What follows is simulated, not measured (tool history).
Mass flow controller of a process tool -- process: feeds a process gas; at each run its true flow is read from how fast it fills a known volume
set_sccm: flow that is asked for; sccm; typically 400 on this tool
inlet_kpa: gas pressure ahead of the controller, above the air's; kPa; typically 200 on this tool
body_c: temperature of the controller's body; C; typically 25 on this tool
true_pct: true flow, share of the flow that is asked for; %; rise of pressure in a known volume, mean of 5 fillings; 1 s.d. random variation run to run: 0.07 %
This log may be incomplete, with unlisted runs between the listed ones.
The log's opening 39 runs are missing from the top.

run,day,set_sccm,inlet_kpa,body_c,hours of work since the controller was set to zero,hours of work since the controller was changed,true_pct
40,130.471,192,200,33,2290,2290,98.94
41,133.35,192,200,33,2316,2316,98.79
42,137.792,192,200,33,2356,2356,98.79
43,141.254,400,153,26,2388,2388,98.84
44,144.683,400,235,27,2419,2419,99.35
45,148.288,693,196,32,2452,2452,99.47
46,150.475,693,196,32,2472,2472,99.41
47,153.475,598,250,22,2499,2499,99.97
48,155.492,995,250,38,2517,2517,99.97
49,158.242,995,250,38,2542,2542,100.06

Here are 3 independent what-if runs from the current tool condition. What would each one return?
A,160.562,551,144,27,2564,2564,?
B,160.562,226,250,38,2564,2564,?
C,160.562,995,250,21,2564,2564,?

run,true_pct
A,99.09
B,99
C,100.46
With the hidden condition removed and each run's random variation left untouched, the same runs would have given:
run,true_pct
A,99.09
B,99.01
C,100.46

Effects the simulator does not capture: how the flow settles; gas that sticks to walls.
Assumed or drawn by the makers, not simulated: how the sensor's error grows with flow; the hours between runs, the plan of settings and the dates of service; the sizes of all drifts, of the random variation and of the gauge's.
